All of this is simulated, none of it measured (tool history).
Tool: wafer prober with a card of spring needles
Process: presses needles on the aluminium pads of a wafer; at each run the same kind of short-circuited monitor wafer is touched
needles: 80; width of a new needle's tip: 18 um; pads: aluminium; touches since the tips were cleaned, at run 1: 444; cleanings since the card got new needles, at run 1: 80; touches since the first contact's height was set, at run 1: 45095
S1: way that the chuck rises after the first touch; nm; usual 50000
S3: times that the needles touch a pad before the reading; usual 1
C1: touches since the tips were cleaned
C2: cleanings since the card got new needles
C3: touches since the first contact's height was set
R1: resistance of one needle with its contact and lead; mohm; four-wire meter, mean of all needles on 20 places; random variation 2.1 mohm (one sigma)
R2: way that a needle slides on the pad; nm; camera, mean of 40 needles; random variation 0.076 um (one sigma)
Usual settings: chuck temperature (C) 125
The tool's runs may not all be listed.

{"run": 1, "hour": 0.0, "S1": 50000, "chuck temperature (C)": 125, "S3": 1, "C1": 444, "C2": 80, "C3": 45095, "R1": 261, "R2": 10140}
{"hour": 3.6, "done": "tips cleaned on abrasive film"}
{"hour": 7.2, "done": "tips cleaned on abrasive film"}
{"hour": 11.6, "done": "tips cleaned on abrasive film"}
{"hour": 15.2, "done": "tips cleaned on abrasive film"}
{"hour": 18.8, "done": "tips cleaned on abrasive film"}
{"hour": 22.4, "done": "tips cleaned on abrasive film"}
{"hour": 26.0, "done": "tips cleaned on abrasive film"}
{"run": 2, "hour": 29.3, "S1": 35000, "chuck temperature (C)": 125, "S3": 1, "C1": 2104, "C2": 87, "C3": 63185, "R1": 303, "R2": 6480}
{"hour": 30.3, "done": "tips cleaned on abrasive film"}
{"hour": 33.9, "done": "tips cleaned on abrasive film"}
{"hour": 37.5, "done": "tips cleaned on abrasive film"}
{"hour": 41.0, "done": "tips cleaned on abrasive film"}
{"hour": 44.6, "done": "tips cleaned on abrasive film"}
{"hour": 48.2, "done": "tips cleaned on abrasive film"}
{"hour": 51.8, "done": "tips cleaned on abrasive film"}
{"hour": 55.4, "done": "tips cleaned on abrasive film"}
{"hour": 59.0, "done": "tips cleaned on abrasive film"}
{"hour": 62.6, "done": "tips cleaned on abrasive film"}
{"run": 3, "hour": 63.1, "S1": 35000, "chuck temperature (C)": 125, "S3": 1, "C1": 330, "C2": 97, "C3": 83912, "R1": 280, "R2": 6430}
{"hour": 66.7, "done": "tips cleaned on abrasive film"}
{"hour": 70.3, "done": "tips cleaned on abrasive film"}
{"hour": 73.9, "done": "tips cleaned on abrasive film"}
{"hour": 77.4, "done": "tips cleaned on abrasive film"}
{"hour": 81.0, "done": "tips cleaned on abrasive film"}
{"hour": 84.6, "done": "tips cleaned on abrasive film"}
{"hour": 89.1, "done": "tips cleaned on abrasive film"}
{"hour": 92.7, "done": "tips cleaned on abrasive film"}
{"hour": 97.1, "done": "tips cleaned on abrasive film"}
{"hour": 100.7, "done": "tips cleaned on abrasive film"}
{"hour": 104.3, "done": "tips cleaned on abrasive film"}
{"hour": 107.9, "done": "tips cleaned on abrasive film"}
{"hour": 111.5, "done": "tips cleaned on abrasive film"}
{"run": 4, "hour": 114.2, "S1": 35000, "chuck temperature (C)": 125, "S3": 1, "C1": 1747, "C2": 110, "C3": 115427, "R1": 310, "R2": 6170}
{"hour": 115.2, "done": "tips cleaned on abrasive film"}
{"hour": 118.8, "done": "tips cleaned on abrasive film"}
{"hour": 123.3, "done": "tips cleaned on abrasive film"}
{"hour": 126.8, "done": "tips cleaned on abrasive film"}
{"hour": 130.4, "done": "tips cleaned on abrasive film"}
{"hour": 134.0, "done": "tips cleaned on abrasive film"}
{"hour": 138.5, "done": "tips cleaned on abrasive film"}
{"hour": 142.1, "done": "tips cleaned on abrasive film"}
{"hour": 145.6, "done": "tips cleaned on abrasive film"}
{"hour": 149.2, "done": "tips cleaned on abrasive film"}
{"hour": 152.2, "done": "height of the first contact set anew"}
{"hour": 154.0, "done": "tips cleaned on abrasive film"}
{"hour": 157.6, "done": "tips cleaned on abrasive film"}
{"hour": 160.3, "done": "tips cleaned on abrasive film, once more"}
{"run": 5, "hour": 162.8, "S1": 35000, "chuck temperature (C)": 125, "S3": 1, "C1": 1556, "C2": 123, "C3": 6517, "R1": 292, "R2": 7370}
{"hour": 164.6, "done": "tips cleaned on abrasive film"}
{"hour": 168.2, "done": "tips cleaned on abrasive film"}
{"hour": 171.8, "done": "tips cleaned on abrasive film"}
{"hour": 176.2, "done": "tips cleaned on abrasive film"}
{"hour": 180.7, "done": "tips cleaned on abrasive film"}
{"hour": 184.3, "done": "tips cleaned on abrasive film"}
{"hour": 187.9, "done": "tips cleaned on abrasive film"}
{"hour": 192.3, "done": "tips cleaned on abrasive film"}
{"run": 6, "hour": 194.2, "S1": 50000, "chuck temperature (C)": 100, "S3": 1, "C1": 1159, "C2": 131, "C3": 25867, "R1": 257, "R2": 10350}
{"hour": 196.0, "done": "tips cleaned on abrasive film"}
{"hour": 200.5, "done": "tips cleaned on abrasive film"}
{"hour": 204.1, "done": "tips cleaned on abrasive film"}
{"hour": 207.6, "done": "tips cleaned on abrasive film"}
{"hour": 211.2, "done": "tips cleaned on abrasive film"}
{"hour": 214.8, "done": "tips cleaned on abrasive film"}
{"hour": 218.4, "done": "tips cleaned on abrasive film"}
{"hour": 222.0, "done": "tips cleaned on abrasive film"}
{"hour": 225.6, "done": "tips cleaned on abrasive film"}
{"hour": 229.2, "done": "tips cleaned on abrasive film"}
{"hour": 232.7, "done": "tips cleaned on abrasive film"}
{"hour": 236.3, "done": "tips cleaned on abrasive film"}
{"hour": 239.9, "done": "tips cleaned on abrasive film"}
{"hour": 243.5, "done": "tips cleaned on abrasive film"}
{"hour": 247.1, "done": "tips cleaned on abrasive film"}
{"run": 7, "hour": 247.7, "S1": 50000, "chuck temperature (C)": 100, "S3": 1, "C1": 373, "C2": 146, "C3": 58765, "R1": 257, "R2": 9970}
{"hour": 251.3, "done": "tips cleaned on abrasive film"}
{"hour": 254.9, "done": "tips cleaned on abrasive film"}
{"hour": 259.3, "done": "tips cleaned on abrasive film"}
{"hour": 262.9, "done": "tips cleaned on abrasive film"}
{"hour": 266.5, "done": "tips cleaned on abrasive film"}
{"hour": 270.1, "done": "tips cleaned on abrasive film"}
{"hour": 273.7, "done": "tips cleaned on abrasive film"}
{"hour": 278.1, "done": "tips cleaned on abrasive film"}
{"hour": 281.7, "done": "tips cleaned on abrasive film"}
{"hour": 286.2, "done": "tips cleaned on abrasive film"}
{"hour": 289.8, "done": "tips cleaned on abrasive film"}
{"hour": 293.3, "done": "tips cleaned on abrasive film"}
{"hour": 296.9, "done": "tips cleaned on abrasive film"}
{"run": 8, "hour": 299.6, "S1": 50000, "chuck temperature (C)": 100, "S3": 1, "C1": 1677, "C2": 159, "C3": 90761, "R1": 276, "R2": 9630}
{"hour": 300.5, "done": "tips cleaned on abrasive film"}
{"hour": 304.1, "done": "tips cleaned on abrasive film"}
{"hour": 307.7, "done": "tips cleaned on abrasive film"}
{"hour": 311.3, "done": "tips cleaned on abrasive film"}
{"hour": 314.9, "done": "tips cleaned on abrasive film"}
{"hour": 318.5, "done": "tips cleaned on abrasive film"}
{"hour": 322.1, "done": "tips cleaned on abrasive film"}
{"hour": 325.6, "done": "tips cleaned on abrasive film"}
{"hour": 329.2, "done": "tips cleaned on abrasive film"}
{"run": 9, "hour": 330.2, "S1": 50000, "chuck temperature (C)": 100, "S3": 1, "C1": 613, "C2": 168, "C3": 109552, "R1": 261, "R2": 9380}
{"hour": 332.9, "done": "tips cleaned on abrasive film"}
{"hour": 336.5, "done": "tips cleaned on abrasive film"}
{"hour": 341.0, "done": "tips cleaned on abrasive film"}
{"hour": 345.4, "done": "tips cleaned on abrasive film"}
{"hour": 357.4, "done": "card fitted with new needles"}
{"hour": 361.0, "done": "tips cleaned on abrasive film"}
{"hour": 365.5, "done": "tips cleaned on abrasive film"}
{"hour": 369.1, "done": "tips cleaned on abrasive film"}
{"hour": 372.6, "done": "tips cleaned on abrasive film"}
{"hour": 377.1, "done": "tips cleaned on abrasive film"}
{"hour": 380.7, "done": "tips cleaned on abrasive film"}
{"hour": 384.3, "done": "tips cleaned on abrasive film"}
{"hour": 387.9, "done": "tips cleaned on abrasive film"}
{"run": 10, "hour": 389.8, "S1": 41000, "chuck temperature (C)": 68, "S3": 3, "C1": 1204, "C2": 8, "C3": 19946, "R1": 243, "R2": 8470}
{"hour": 391.6, "done": "tips cleaned on abrasive film"}
{"hour": 395.2, "done": "tips cleaned on abrasive film"}
{"hour": 399.7, "done": "tips cleaned on abrasive film"}
{"hour": 403.2, "done": "tips cleaned on abrasive film"}
{"hour": 406.8, "done": "tips cleaned on abrasive film"}
{"hour": 410.4, "done": "tips cleaned on abrasive film"}
{"hour": 414.0, "done": "tips cleaned on abrasive film"}
{"hour": 417.6, "done": "tips cleaned on abrasive film"}
{"hour": 421.2, "done": "tips cleaned on abrasive film"}
{"hour": 424.8, "done": "tips cleaned on abrasive film"}
{"hour": 428.4, "done": "tips cleaned on abrasive film"}
{"hour": 431.9, "done": "tips cleaned on abrasive film"}
{"hour": 436.4, "done": "tips cleaned on abrasive film"}
{"hour": 440.0, "done": "tips cleaned on abrasive film"}
{"hour": 443.6, "done": "tips cleaned on abrasive film"}
{"run": 11, "hour": 444.3, "S1": 54000, "chuck temperature (C)": 125, "S3": 1, "C1": 461, "C2": 23, "C3": 53481, "R1": 253, "R2": 10970}
{"hour": 447.9, "done": "tips cleaned on abrasive film"}
{"hour": 452.4, "done": "tips cleaned on abrasive film"}
{"hour": 455.9, "done": "tips cleaned on abrasive film"}
{"hour": 459.5, "done": "tips cleaned on abrasive film"}
{"hour": 464.0, "done": "tips cleaned on abrasive film"}
{"hour": 467.6, "done": "tips cleaned on abrasive film"}
{"hour": 471.2, "done": "tips cleaned on abrasive film"}
{"hour": 474.7, "done": "tips cleaned on abrasive film"}
{"hour": 478.3, "done": "tips cleaned on abrasive film"}
{"hour": 481.9, "done": "tips cleaned on abrasive film"}
{"hour": 485.5, "done": "tips cleaned on abrasive film"}
{"run": 12, "hour": 487.9, "S1": 39000, "chuck temperature (C)": 93, "S3": 1, "C1": 1493, "C2": 34, "C3": 80332, "R1": 270, "R2": 7580}
{"hour": 489.7, "done": "tips cleaned on abrasive film"}
{"hour": 493.3, "done": "tips cleaned on abrasive film"}
{"hour": 497.8, "done": "tips cleaned on abrasive film"}
{"hour": 501.3, "done": "tips cleaned on abrasive film"}
{"hour": 504.9, "done": "tips cleaned on abrasive film"}
{"hour": 508.5, "done": "tips cleaned on abrasive film"}
{"hour": 513.0, "done": "tips cleaned on abrasive film"}
{"hour": 516.6, "done": "tips cleaned on abrasive film"}
{"hour": 521.0, "done": "tips cleaned on abrasive film"}
{"hour": 525.5, "done": "tips cleaned on abrasive film"}
{"hour": 529.1, "done": "tips cleaned on abrasive film"}
{"hour": 532.7, "done": "tips cleaned on abrasive film"}
{"hour": 536.2, "done": "tips cleaned on abrasive film"}
{"run": 13, "hour": 538.9, "S1": 34000, "chuck temperature (C)": 44, "S3": 1, "C1": 1650, "C2": 47, "C3": 111750, "R1": 272, "R2": 6220}
{"hour": 540.7, "done": "tips cleaned on abrasive film"}
{"hour": 545.2, "done": "tips cleaned on abrasive film"}
{"hour": 548.7, "done": "tips cleaned on abrasive film"}
{"hour": 553.2, "done": "tips cleaned on abrasive film"}
{"hour": 556.8, "done": "tips cleaned on abrasive film"}
{"hour": 560.4, "done": "tips cleaned on abrasive film"}
{"hour": 564.0, "done": "tips cleaned on abrasive film"}
{"hour": 567.6, "done": "tips cleaned on abrasive film"}
{"hour": 571.1, "done": "tips cleaned on abrasive film"}
{"hour": 574.7, "done": "tips cleaned on abrasive film"}
{"hour": 578.3, "done": "tips cleaned on abrasive film"}
{"run": 14, "hour": 578.9, "S1": 47000, "chuck temperature (C)": 64, "S3": 1, "C1": 349, "C2": 58, "C3": 136354, "R1": 241, "R2": 8750}
{"hour": 582.5, "done": "tips cleaned on abrasive film"}
{"hour": 582.8, "done": "height of the first contact set anew"}
{"hour": 586.3, "done": "tips cleaned on abrasive film"}
{"hour": 589.9, "done": "tips cleaned on abrasive film"}
{"hour": 593.5, "done": "tips cleaned on abrasive film"}
{"hour": 597.1, "done": "tips cleaned on abrasive film"}
{"hour": 600.7, "done": "tips cleaned on abrasive film"}
{"hour": 605.2, "done": "tips cleaned on abrasive film"}
{"run": 15, "hour": 606.0, "S1": 62000, "chuck temperature (C)": 80, "S3": 1, "C1": 538, "C2": 65, "C3": 14320, "R1": 240, "R2": 13000}
{"hour": 609.6, "done": "tips cleaned on abrasive film"}
{"hour": 613.2, "done": "tips cleaned on abrasive film"}
{"hour": 617.6, "done": "tips cleaned on abrasive film"}
{"hour": 621.2, "done": "tips cleaned on abrasive film"}
{"hour": 624.8, "done": "tips cleaned on abrasive film"}
{"hour": 628.4, "done": "tips cleaned on abrasive film"}
{"hour": 632.9, "done": "tips cleaned on abrasive film"}
{"hour": 636.4, "done": "tips cleaned on abrasive film"}
{"hour": 640.0, "done": "tips cleaned on abrasive film"}
{"hour": 643.8, "done": "tips cleaned on abrasive film"}
{"run": 16, "hour": 643.8, "S1": 62000, "chuck temperature (C)": 80, "S3": 1, "C1": 0, "C2": 75, "C3": 37559, "R1": 238, "R2": 12760}

5 ways to go on from here, each from the tool as it stands after run 16. What would each give?
{"hour": 648.2, "done": "tips cleaned on abrasive film"}
{"hour": 652.7, "done": "tips cleaned on abrasive film"}
{"hour": 656.3, "done": "tips cleaned on abrasive film"}
{"hour": 660.7, "done": "tips cleaned on abrasive film"}
{"hour": 664.3, "done": "tips cleaned on abrasive film"}
{"hour": 667.9, "done": "tips cleaned on abrasive film"}
{"hour": 671.5, "done": "tips cleaned on abrasive film"}
{"hour": 675.1, "done": "tips cleaned on abrasive film"}
{"hour": 678.6, "done": "tips cleaned on abrasive film"}
{"hour": 682.2, "done": "tips cleaned on abrasive film"}
{"hour": 685.8, "done": "tips cleaned on abrasive film"}
{"run": "A", "hour": 686.9, "S1": 50000, "chuck temperature (C)": 26, "S3": 2, "C1": 680, "C2": 86, "C3": 64143, "R1": "?", "R2": "?"}
{"hour": 648.2, "done": "tips cleaned on abrasive film"}
{"hour": 652.7, "done": "tips cleaned on abrasive film"}
{"hour": 656.3, "done": "tips cleaned on abrasive film"}
{"hour": 660.7, "done": "tips cleaned on abrasive film"}
{"hour": 664.3, "done": "tips cleaned on abrasive film"}
{"hour": 667.9, "done": "tips cleaned on abrasive film"}
{"hour": 671.5, "done": "tips cleaned on abrasive film"}
{"hour": 675.1, "done": "tips cleaned on abrasive film"}
{"hour": 678.6, "done": "tips cleaned on abrasive film"}
{"hour": 682.2, "done": "tips cleaned on abrasive film"}
{"hour": 685.8, "done": "tips cleaned on abrasive film"}
{"run": "B", "hour": 686.9, "S1": 35000, "chuck temperature (C)": 80, "S3": 1, "C1": 680, "C2": 86, "C3": 64143, "R1": "?", "R2": "?"}
{"hour": 648.2, "done": "tips cleaned on abrasive film"}
{"hour": 652.7, "done": "tips cleaned on abrasive film"}
{"hour": 656.3, "done": "tips cleaned on abrasive film"}
{"hour": 660.7, "done": "tips cleaned on abrasive film"}
{"hour": 664.3, "done": "tips cleaned on abrasive film"}
{"hour": 667.9, "done": "tips cleaned on abrasive film"}
{"hour": 671.5, "done": "tips cleaned on abrasive film"}
{"hour": 675.1, "done": "tips cleaned on abrasive film"}
{"hour": 678.6, "done": "tips cleaned on abrasive film"}
{"hour": 682.2, "done": "tips cleaned on abrasive film"}
{"hour": 685.8, "done": "tips cleaned on abrasive film"}
{"run": "C", "hour": 686.9, "S1": 50000, "chuck temperature (C)": 46, "S3": 1, "C1": 680, "C2": 86, "C3": 64143, "R1": "?", "R2": "?"}
{"hour": 648.2, "done": "tips cleaned on abrasive film"}
{"hour": 652.7, "done": "tips cleaned on abrasive film"}
{"hour": 656.3, "done": "tips cleaned on abrasive film"}
{"hour": 660.7, "done": "tips cleaned on abrasive film"}
{"hour": 664.3, "done": "tips cleaned on abrasive film"}
{"hour": 667.9, "done": "tips cleaned on abrasive film"}
{"hour": 671.5, "done": "tips cleaned on abrasive film"}
{"hour": 675.1, "done": "tips cleaned on abrasive film"}
{"hour": 678.6, "done": "tips cleaned on abrasive film"}
{"hour": 682.2, "done": "tips cleaned on abrasive film"}
{"hour": 685.8, "done": "tips cleaned on abrasive film"}
{"run": "D", "hour": 686.9, "S1": 50000, "chuck temperature (C)": 52, "S3": 2, "C1": 680, "C2": 86, "C3": 64143, "R1": "?", "R2": "?"}
{"hour": 648.2, "done": "tips cleaned on abrasive film"}
{"hour": 652.7, "done": "tips cleaned on abrasive film"}
{"hour": 656.3, "done": "tips cleaned on abrasive film"}
{"hour": 660.7, "done": "tips cleaned on abrasive film"}
{"hour": 664.3, "done": "tips cleaned on abrasive film"}
{"hour": 667.9, "done": "tips cleaned on abrasive film"}
{"hour": 671.5, "done": "tips cleaned on abrasive film"}
{"hour": 675.1, "done": "tips cleaned on abrasive film"}
{"hour": 678.6, "done": "tips cleaned on abrasive film"}
{"hour": 682.2, "done": "tips cleaned on abrasive film"}
{"hour": 685.8, "done": "tips cleaned on abrasive film"}
{"run": "E", "hour": 686.9, "S1": 34000, "chuck temperature (C)": 114, "S3": 2, "C1": 680, "C2": 86, "C3": 64143, "R1": "?", "R2": "?"}

run=A R1=234 R2=10010
run=B R1=265 R2=6800
run=C R1=241 R2=9940
run=D R1=240 R2=10170
run=E R1=274 R2=6510
Without the tool's hidden state the same runs would have given:
run=A R1=226 R2=10660
run=B R1=244 R2=7450
run=C R1=230 R2=10580
run=D R1=232 R2=10820
run=E R1=258 R2=7160
